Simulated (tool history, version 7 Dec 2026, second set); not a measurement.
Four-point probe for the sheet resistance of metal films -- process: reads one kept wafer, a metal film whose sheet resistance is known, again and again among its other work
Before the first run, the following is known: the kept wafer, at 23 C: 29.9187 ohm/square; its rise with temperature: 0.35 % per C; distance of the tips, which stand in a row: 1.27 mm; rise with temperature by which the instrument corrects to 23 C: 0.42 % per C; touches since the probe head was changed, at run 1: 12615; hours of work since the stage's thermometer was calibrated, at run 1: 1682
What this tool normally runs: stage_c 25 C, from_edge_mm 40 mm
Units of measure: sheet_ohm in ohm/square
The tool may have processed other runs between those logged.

run   hour  stage_c  from_edge_mm  touches since the probe head was changed  hours of work since the stage's thermometer was calibrated  sheet_ohm
  1      0       25            40                                     12615                                                        1682  29.786245
  2   37.8       25            40                                     13063                                                        1702   29.79109
  3   63.8       25            40                                     13370                                                        1716  29.796341
  4  105.3       25            40                                     13861                                                        1738  29.803324
  5  142.3       21            40                                     14299                                                        1757  29.877134
     145.6  -- stage's thermometer calibrated
  6  187.1       29            40                                     14823                                                          22  29.678962
     225.6  -- stage's thermometer calibrated, once more
  7  229.7       29            40                                     15322                                                           2  29.796517
  8  271.6       25             6                                     15818                                                          24  30.565177
  9  325.1       25            50                                     16450                                                          53  29.872235
 10  347.3       31             6                                     16713                                                          64  30.448141
 11  374.1       34             8                                     17030                                                          78  30.086394
 12  411.6       34             8                                     17474                                                          98  30.090978
 13    462       35            59                                     18070                                                         125  29.675913
 14  509.9       18            51                                     18638                                                         150  30.041462
 15  533.9       25            39                                     18921                                                         163  29.886376
 16  572.9       25            39                                     19383                                                         183   29.89602

For some of the steps in sheet_ohm from one run to the next: how much would appear even if the tool had no hidden state, given the settings, what came in and random variation, and how much remains for the hidden state plus any gauge scatter that the measured result and the result without hidden state don't share?
Hidden state present: inner tips' distance over the nominal, %; tips' flats over new ones', %; wafer's true temperature over the reading, C; drift of the gauge itself on sheet_ohm, %.
Run 6 -> 7: stage's thermometer calibrated, once more. sheet_ohm +0.117555 ohm/square: hidden state +0.112621, all else +0.004934.
Run 7 -> 8: stage_c 29 -> 25, from_edge_mm 40 -> 6. sheet_ohm +0.76866 ohm/square: hidden state +0.001753, all else +0.766907.
